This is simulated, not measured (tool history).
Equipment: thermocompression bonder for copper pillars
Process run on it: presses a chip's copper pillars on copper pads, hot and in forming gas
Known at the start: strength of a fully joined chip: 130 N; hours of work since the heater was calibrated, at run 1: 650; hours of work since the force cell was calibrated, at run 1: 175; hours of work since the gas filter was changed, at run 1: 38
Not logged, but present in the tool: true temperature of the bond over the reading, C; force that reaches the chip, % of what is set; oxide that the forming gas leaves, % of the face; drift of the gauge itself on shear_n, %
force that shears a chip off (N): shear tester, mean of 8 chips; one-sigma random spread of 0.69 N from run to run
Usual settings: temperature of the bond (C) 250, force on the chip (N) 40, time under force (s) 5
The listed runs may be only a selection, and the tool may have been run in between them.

run	day	temperature of the bond (C)	force on the chip (N)	time under force (s)	hours of work since the heater was calibrated	hours of work since the force cell was calibrated	hours of work since the gas filter was changed	force that shears a chip off (N)
1	0.000	250	40	5	650	175	38	47.5
2	0.175	250	40	5	652	177	40	47.6
3	0.571	250	40	5	657	182	45	47.7
4	0.946	250	38	5	662	187	50	44.4
5	1.317	252	40	5	667	192	55	48.9
6	1.642	252	40	5	671	196	59	49.0
7	1.871	250	40	5	674	199	62	48.1
8	2.054	250	40	5	676	201	64	47.7
9	2.412	250	40	5	681	206	69	47.5
10	2.642	266	40	5	684	209	72	57.9
11	2.975	266	40	5	688	213	76	57.7
12	3.179	250	25	5	691	216	79	27.5
13	3.400	228	36	5	694	219	82	29.5
14	3.721	259	39	4	698	223	86	46.3
15	3.929	260	59	8	700	226	89	90.0
16	4.250	260	59	8	705	230	93	87.0
17	4.542	260	59	13	708	234	97	99.0
18	4.900	250	41	5	713	238	101	47.1
# day 5.246: heater calibrated with a thermocouple chip
19	5.404	250	53	5	2	244	107	63.8
20	5.629	250	53	5	5	247	110	63.7
21	5.942	276	40	7	9	251	114	73.1

Predict the results of run 22:
22	6.304	276	43	3	14	255	118	?

force that shears a chip off (N): 59.3
If the tool had no hidden condition, the same run with the same run-to-run variation would have returned force that shears a chip off (N) 59.3.

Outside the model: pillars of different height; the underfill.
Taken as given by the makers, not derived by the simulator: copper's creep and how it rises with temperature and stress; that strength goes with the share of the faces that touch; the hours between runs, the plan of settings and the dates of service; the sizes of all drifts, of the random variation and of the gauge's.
